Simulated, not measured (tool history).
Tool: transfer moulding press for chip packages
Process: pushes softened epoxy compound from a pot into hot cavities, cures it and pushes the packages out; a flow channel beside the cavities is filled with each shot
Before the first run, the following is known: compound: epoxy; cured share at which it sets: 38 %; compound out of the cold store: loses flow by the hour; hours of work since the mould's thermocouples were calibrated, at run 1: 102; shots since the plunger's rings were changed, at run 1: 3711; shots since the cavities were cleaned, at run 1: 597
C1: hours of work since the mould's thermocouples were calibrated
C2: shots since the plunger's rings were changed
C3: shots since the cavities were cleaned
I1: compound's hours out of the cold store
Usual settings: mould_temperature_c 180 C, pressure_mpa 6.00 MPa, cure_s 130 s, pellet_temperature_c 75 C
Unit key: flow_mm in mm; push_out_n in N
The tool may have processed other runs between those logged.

Run 1, hour 0.0: usual settings; C1 102; C2 3711; C3 597; I1 10.6. Result: flow_mm 770 mm, push_out_n 586 N.
At hour 9.6: plunger's sealing rings changed.
Run 2, hour 11.8: usual settings but cure_s 138 s; C1 109; C2 23; C3 696; I1 45.3. Result: flow_mm 718 mm, push_out_n 553 N.
Run 3, hour 18.9: usual settings; C1 114; C2 98; C3 771; I1 45.0. Result: flow_mm 714 mm, push_out_n 606 N.
Run 4, hour 24.7: usual settings; C1 118; C2 160; C3 833; I1 19.0. Result: flow_mm 773 mm, push_out_n 631 N.
Run 5, hour 30.0: usual settings but cure_s 169 s; C1 122; C2 217; C3 890; I1 13.0. Result: flow_mm 789 mm, push_out_n 524 N.
Run 6, hour 36.4: usual settings but cure_s 157 s; C1 126; C2 284; C3 957; I1 41.4. Result: flow_mm 723 mm, push_out_n 552 N.
Run 7, hour 43.8: usual settings but cure_s 157 s; C1 131; C2 364; C3 1037; I1 31.2. Result: flow_mm 747 mm, push_out_n 542 N.
At hour 49.8: cavities cleaned with cleaning compound and waxed.
Run 8, hour 54.4: usual settings but cure_s 157 s; C1 138; C2 461; C3 50; I1 19.8. Result: flow_mm 764 mm, push_out_n 300 N.
Run 9, hour 60.8: usual settings but cure_s 157 s; C1 142; C2 529; C3 118; I1 18.1. Result: flow_mm 762 mm, push_out_n 359 N.
Run 10, hour 66.0: usual settings but cure_s 157 s; C1 146; C2 584; C3 173; I1 17.8. Result: flow_mm 766 mm, push_out_n 387 N.
Run 11, hour 71.1: usual settings but cure_s 157 s; C1 149; C2 638; C3 227; I1 43.8. Result: flow_mm 722 mm, push_out_n 414 N.
Run 12, hour 78.2: usual settings but pressure_mpa 6.03 MPa, cure_s 157 s; C1 154; C2 714; C3 303; I1 47.0. Result: flow_mm 709 mm, push_out_n 437 N.
Run 13, hour 87.9: usual settings but cure_s 148 s; C1 161; C2 817; C3 406; I1 44.9. Result: flow_mm 710 mm, push_out_n 492 N.
Run 14, hour 95.6: usual settings but cure_s 148 s; C1 167; C2 899; C3 488; I1 23.4. Result: flow_mm 749 mm, push_out_n 534 N.
Run 15, hour 102.8: usual settings but cure_s 148 s; C1 172; C2 976; C3 565; I1 37.4. Result: flow_mm 722 mm, push_out_n 508 N.
Run 16, hour 108.1: usual settings but cure_s 164 s, pellet_temperature_c 79 C; C1 176; C2 1032; C3 621; I1 23.6. Result: flow_mm 761 mm, push_out_n 490 N.
Run 17, hour 114.8: usual settings but mould_temperature_c 184 C, pressure_mpa 7.42 MPa, pellet_temperature_c 84 C; C1 180; C2 1104; C3 693; I1 42.5. Result: flow_mm 781 mm, push_out_n 544 N.
Run 18, hour 120.0: usual settings but pressure_mpa 6.28 MPa, cure_s 150 s; C1 184; C2 1159; C3 748; I1 42.4. Result: flow_mm 726 mm, push_out_n 543 N.
Run 19, hour 125.9: usual settings but mould_temperature_c 183 C, pressure_mpa 7.46 MPa, pellet_temperature_c 70 C; C1 188; C2 1222; C3 811; I1 9.2. Result: flow_mm 859 mm, push_out_n 555 N.
Run 20, hour 136.7: usual settings but mould_temperature_c 177 C, pressure_mpa 7.46 MPa, pellet_temperature_c 74 C; C1 196; C2 1337; C3 926; I1 34.8. Result: flow_mm 824 mm, push_out_n 696 N.
Run 21, hour 141.1: usual settings but mould_temperature_c 177 C, pressure_mpa 7.46 MPa, pellet_temperature_c 74 C; C1 199; C2 1384; C3 973; I1 11.4. Result: flow_mm 883 mm, push_out_n 749 N.
Run 22, hour 146.6: usual settings but mould_temperature_c 181 C, pressure_mpa 7.46 MPa, cure_s 129 s, pellet_temperature_c 74 C; C1 203; C2 1443; C3 1032; I1 27.0. Result: flow_mm 828 mm, push_out_n 587 N.
At hour 153.0: cavities cleaned with cleaning compound and waxed.
Run 23, hour 156.1: usual settings but mould_temperature_c 182 C, pressure_mpa 4.56 MPa, cure_s 124 s; C1 208; C2 1528; C3 33; I1 30.0. Result: flow_mm 640 mm, push_out_n 315 N.
Run 24, hour 163.6: usual settings but mould_temperature_c 186 C, pressure_mpa 5.73 MPa, cure_s 117 s, pellet_temperature_c 69 C; C1 214; C2 1607; C3 112; I1 12.4. Result: flow_mm 733 mm, push_out_n 374 N.
Run 25, hour 168.9: usual settings but mould_temperature_c 186 C, pressure_mpa 6.62 MPa, cure_s 117 s, pellet_temperature_c 77 C; C1 217; C2 1664; C3 169; I1 33.0. Result: flow_mm 738 mm, push_out_n 404 N.
Run 26, hour 176.4: usual settings but mould_temperature_c 186 C, pressure_mpa 4.73 MPa, cure_s 153 s, pellet_temperature_c 77 C; C1 223; C2 1744; C3 249; I1 39.2. Result: flow_mm 618 mm, push_out_n 405 N.
Run 27, hour 181.8: usual settings but mould_temperature_c 186 C, pressure_mpa 4.73 MPa, cure_s 153 s, pellet_temperature_c 77 C; C1 226; C2 1801; C3 306; I1 18.3. Result: flow_mm 651 mm, push_out_n 431 N.
Run 28, hour 192.1: usual settings but mould_temperature_c 184 C, pressure_mpa 5.71 MPa; C1 234; C2 1911; C3 416; I1 33.7. Result: flow_mm 694 mm, push_out_n 476 N.

Run 29 comes next. What will it give?
Run 29, hour 199.7: usual settings but mould_temperature_c 184 C, pressure_mpa 5.27 MPa, cure_s 145 s, pellet_temperature_c 67 C; C1 239; C2 1992; C3 497; I1 17.3. Result: flow_mm ?, push_out_n ?.

{"run 29": {"flow_mm": 693, "push_out_n": 496}}
With the hidden condition absent and the run-to-run variation left alone, this run would have shown flow_mm 707 mm, push_out_n 255 N.
